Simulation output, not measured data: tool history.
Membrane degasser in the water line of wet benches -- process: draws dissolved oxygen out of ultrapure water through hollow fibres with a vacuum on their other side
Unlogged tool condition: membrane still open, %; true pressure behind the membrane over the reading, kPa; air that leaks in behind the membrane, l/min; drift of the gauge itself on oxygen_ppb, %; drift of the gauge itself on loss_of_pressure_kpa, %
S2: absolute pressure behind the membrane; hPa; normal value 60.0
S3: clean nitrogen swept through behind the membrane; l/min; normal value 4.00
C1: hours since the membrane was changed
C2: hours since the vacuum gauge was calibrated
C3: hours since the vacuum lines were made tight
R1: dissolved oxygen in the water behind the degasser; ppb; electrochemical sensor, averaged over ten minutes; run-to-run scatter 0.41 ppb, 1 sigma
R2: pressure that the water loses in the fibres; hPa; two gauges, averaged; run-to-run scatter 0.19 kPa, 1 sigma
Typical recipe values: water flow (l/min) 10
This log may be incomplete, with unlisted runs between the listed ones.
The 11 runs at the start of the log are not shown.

run 12 hour=438.7 | water_flow_(l/min)=8 S2=81.6 S3=4.00 | C1=2191 C2=3777 C3=1237 | R1=30.9 R2=299.0
run 13 hour=464.7 | water_flow_(l/min)=8 S2=60.0 S3=4.00 | C1=2217 C2=3803 C3=1263 | R1=20.9 R2=300.6
run 14 hour=494.9 | water_flow_(l/min)=8 S2=60.0 S3=4.00 | C1=2247 C2=3834 C3=1293 | R1=20.4 R2=299.4
run 15 hour=541.7 | water_flow_(l/min)=10 S2=60.0 S3=4.00 | C1=2294 C2=3880 C3=1340 | R1=31.2 R2=373.0
run 16 hour=585.8 | water_flow_(l/min)=10 S2=60.0 S3=4.00 | C1=2338 C2=3924 C3=1384 | R1=31.4 R2=372.5
run 17 hour=627.1 | water_flow_(l/min)=10 S2=60.0 S3=4.00 | C1=2379 C2=3966 C3=1425 | R1=30.8 R2=371.8
run 18 hour=685.7 | water_flow_(l/min)=15 S2=37.9 S3=8.24 | C1=2438 C2=4024 C3=1484 | R1=51.7 R2=561.5
run 19 hour=728.4 | water_flow_(l/min)=15 S2=52.9 S3=5.78 | C1=2480 C2=4067 C3=1526 | R1=61.9 R2=557.7
run 20 hour=759.1 | water_flow_(l/min)=15 S2=52.9 S3=5.78 | C1=2511 C2=4098 C3=1557 | R1=62.6 R2=560.1
run 21 hour=793.0 | water_flow_(l/min)=8 S2=41.6 S3=4.00 | C1=2545 C2=4132 C3=1591 | R1=11.0 R2=299.4
run 22 hour=821.9 | water_flow_(l/min)=8 S2=55.1 S3=4.00 | C1=2574 C2=4161 C3=1620 | R1=18.7 R2=299.0
run 23 hour=852.9 | water_flow_(l/min)=12 S2=48.8 S3=1.82 | C1=2605 C2=4192 C3=1651 | R1=54.1 R2=445.6
run 24 hour=890.0 | water_flow_(l/min)=10 S2=48.8 S3=1.82 | C1=2642 C2=4229 C3=1688 | R1=37.6 R2=372.9
run 25 hour=935.3 | water_flow_(l/min)=10 S2=60.0 S3=3.60 | C1=2687 C2=4274 C3=1733 | R1=33.2 R2=375.4
run 26 hour=964.9 | water_flow_(l/min)=10 S2=81.2 S3=4.00 | C1=2717 C2=4304 C3=1763 | R1=45.0 R2=374.4
run 27 hour=994.9 | water_flow_(l/min)=6 S2=92.6 S3=8.02 | C1=2747 C2=4334 C3=1793 | R1=13.5 R2=223.4
run 28 hour=1019.6 | water_flow_(l/min)=12 S2=53.6 S3=4.04 | C1=2771 C2=4358 C3=1818 | R1=42.0 R2=448.8
run 29 hour=1067.1 | water_flow_(l/min)=10 S2=71.0 S3=3.10 | C1=2819 C2=4406 C3=1865 | R1=45.3 R2=373.4
run 30 hour=1115.9 | water_flow_(l/min)=16 S2=63.3 S3=3.25 | C1=2868 C2=4455 C3=1914 | R1=99.5 R2=597.5
run 31 hour=1154.6 | water_flow_(l/min)=10 S2=60.0 S3=7.67 | C1=2906 C2=4493 C3=1953 | R1=22.2 R2=372.2
run 32 hour=1198.6 | water_flow_(l/min)=10 S2=60.0 S3=7.67 | C1=2950 C2=4537 C3=1997 | R1=22.8 R2=375.5
run 33 hour=1233.3 | water_flow_(l/min)=10 S2=60.0 S3=7.67 | C1=2985 C2=4572 C3=2031 | R1=22.9 R2=375.9

Forecast each of these 3 alternatives for the next run:
run A hour=1269.0 | water_flow_(l/min)=10 S2=39.7 S3=4.00 | C1=3021 C2=4608 C3=2067 | R1=? R2=?
run B hour=1269.0 | water_flow_(l/min)=10 S2=109.9 S3=9.05 | C1=3021 C2=4608 C3=2067 | R1=? R2=?
run C hour=1269.0 | water_flow_(l/min)=16 S2=60.0 S3=4.00 | C1=3021 C2=4608 C3=2067 | R1=? R2=?

run=A R1=19.4 R2=375.1
run=B R1=34.9 R2=374.4
run=C R1=87.8 R2=602.4
Take away the tool's hidden state, keep each run's random variation, and the runs would have read:
run=A R1=16.4 R2=368.2
run=B R1=32.4 R2=367.6
run=C R1=80.1 R2=591.4
